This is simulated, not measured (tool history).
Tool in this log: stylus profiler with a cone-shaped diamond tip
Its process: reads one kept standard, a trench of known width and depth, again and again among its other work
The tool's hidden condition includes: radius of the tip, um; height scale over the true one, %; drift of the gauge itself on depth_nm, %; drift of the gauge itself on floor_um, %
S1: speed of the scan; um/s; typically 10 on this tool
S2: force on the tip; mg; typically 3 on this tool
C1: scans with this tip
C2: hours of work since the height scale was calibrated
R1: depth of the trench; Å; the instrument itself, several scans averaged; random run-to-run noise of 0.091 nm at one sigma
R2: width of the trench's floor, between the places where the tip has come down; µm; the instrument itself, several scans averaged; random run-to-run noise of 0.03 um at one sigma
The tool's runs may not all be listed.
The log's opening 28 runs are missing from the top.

run,day,S1,S2,C1,C2,R1,R2
29,21.108,3,1.08,8244,775,2017.9,17.87
30,21.675,3,1.08,8334,783,2016,17.88
31,22.421,35,1.26,8452,794,2017.6,17.54
32,23.308,11,7.26,8592,807,2040.3,17.79
33,23.85,4,6.66,8677,815,2038.6,17.81
34,24.533,4,6.66,8785,825,2038.8,17.88
35,25.275,5,5.26,8902,836,2035.5,17.88
36,25.983,3,5.64,9014,847,2036,17.84
37,26.508,4,1.41,9097,855,2019.2,17.83
38,27.433,3,1.08,9242,868,2018.5,17.85
39,28.121,31,3,9351,879,2026.4,17.74

Forecast each of these 3 alternatives for the next run:
A,28.875,16,5.76,9470,890,?,?
B,28.875,35,3,9470,890,?,?
C,28.875,20,1.78,9470,890,?,?

run,R1,R2
A,2036.9,17.83
B,2025.6,17.63
C,2021.2,17.69
Without the tool's hidden state the same runs would have given:
run,R1,R2
A,2027.7,18.24
B,2016.5,18.04
C,2012,18.1
